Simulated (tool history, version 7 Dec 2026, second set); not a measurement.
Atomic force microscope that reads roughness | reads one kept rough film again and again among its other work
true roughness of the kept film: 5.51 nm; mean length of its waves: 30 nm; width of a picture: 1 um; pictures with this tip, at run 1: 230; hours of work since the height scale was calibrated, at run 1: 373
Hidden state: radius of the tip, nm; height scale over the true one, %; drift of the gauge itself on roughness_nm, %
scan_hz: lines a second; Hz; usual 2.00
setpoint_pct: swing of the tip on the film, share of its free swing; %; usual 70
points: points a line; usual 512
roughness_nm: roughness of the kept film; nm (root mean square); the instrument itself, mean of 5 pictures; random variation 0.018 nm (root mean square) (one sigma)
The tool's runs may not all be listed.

run,hour,scan_hz,setpoint_pct,points,pictures with this tip,hours of work since the height scale was calibrated,roughness_nm
1,0.0,2.00,70,512,230,373,3.857
2,13.5,2.00,70,512,254,381,3.794
3,25.6,2.00,70,512,275,389,3.713
4,37.6,0.75,70,512,296,397,3.824
5,55.7,2.43,70,512,328,408,3.600
# hour 75.5: new tip fitted
6,76.0,2.43,70,512,1,421,4.314
7,89.8,2.00,70,522,25,429,4.317
8,110.2,2.00,70,837,61,442,4.221
9,124.9,2.00,70,837,87,452,4.208
10,144.8,1.15,70,512,122,464,4.175
11,161.0,1.74,81,512,151,475,3.865
12,179.8,1.46,63,471,184,487,4.011
13,201.9,1.46,63,471,223,501,3.952
14,219.4,1.46,79,314,254,512,3.699
15,229.0,1.46,79,314,271,518,3.638

Some steps in roughness_nm between neighbouring runs. How much of each would the tool show without its hidden state too (settings, what came in, random variation), and how much is left for the hidden state, with any gauge scatter that isn't in both results?
Run 5 -> 6: new tip fitted. roughness_nm +0.714 nm (root mean square): hidden state +0.753, all else -0.039.

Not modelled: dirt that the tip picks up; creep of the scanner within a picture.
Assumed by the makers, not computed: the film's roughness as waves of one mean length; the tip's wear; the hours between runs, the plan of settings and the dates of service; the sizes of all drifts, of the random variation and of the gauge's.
